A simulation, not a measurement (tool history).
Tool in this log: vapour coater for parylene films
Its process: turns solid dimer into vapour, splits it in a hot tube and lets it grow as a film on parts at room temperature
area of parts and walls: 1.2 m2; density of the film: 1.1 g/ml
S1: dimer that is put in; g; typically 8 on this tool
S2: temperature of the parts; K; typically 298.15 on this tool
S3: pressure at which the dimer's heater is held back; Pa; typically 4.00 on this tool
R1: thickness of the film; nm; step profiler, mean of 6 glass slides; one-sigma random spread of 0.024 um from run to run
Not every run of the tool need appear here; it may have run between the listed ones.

run	hour	S1	S2	S3	R1
1	0.0	8	298.15	4.00	3090
2	10.3	8	298.15	4.00	3080
3	18.8	8	298.15	4.00	3110
4	31.5	8	298.15	4.00	3110
5	38.1	8	298.15	4.00	3100
6	52.4	8	298.15	5.33	2970
7	64.7	8	294.15	4.00	3750
8	77.8	6	298.15	4.00	2300
9	91.0	6	298.15	4.00	2360
10	103.2	8	292.15	4.00	4100
11	112.1	8	292.15	4.00	4030
12	121.3	8	292.15	4.00	4080
13	133.1	8	292.15	4.00	4120
14	140.2	8	292.15	4.00	4100
15	149.4	8	292.15	4.00	4130
16	161.2	8	292.15	4.00	4060
17	174.0	8	292.15	4.00	4110
18	188.5	3	298.15	5.80	1130
19	201.3	9	300.15	5.03	3110
20	210.7	8	310.15	4.54	1750
21	224.3	9	298.15	4.00	3520
22	239.1	4	298.15	4.00	1540
23	250.2	4	298.15	4.00	1580
24	257.2	6	298.15	7.59	2110
25	269.0	6	298.15	5.19	2290
26	280.8	4	298.15	4.00	1560
27	288.7	11	297.15	4.00	4470
28	304.2	12	298.15	7.17	4310
29	316.8	8	305.15	2.48	2400
30	329.5	5	298.15	4.00	1960
31	342.0	3	298.15	8.39	1060
32	353.4	8	298.15	4.38	3090
33	366.0	8	298.15	4.38	3110

Predict each of these 4 candidate next runs independently; none follows another, all start after run 33:
A	374.8	8	307.15	3.35	?
B	374.8	13	294.15	4.00	?
C	374.8	4	291.15	4.00	?
D	374.8	10	295.15	6.92	?

run	R1
A	2110
B	6020
C	2170
D	4130
Without the tool's hidden state the same runs would have given:
run	R1
A	2120
B	6050
C	2180
D	4150

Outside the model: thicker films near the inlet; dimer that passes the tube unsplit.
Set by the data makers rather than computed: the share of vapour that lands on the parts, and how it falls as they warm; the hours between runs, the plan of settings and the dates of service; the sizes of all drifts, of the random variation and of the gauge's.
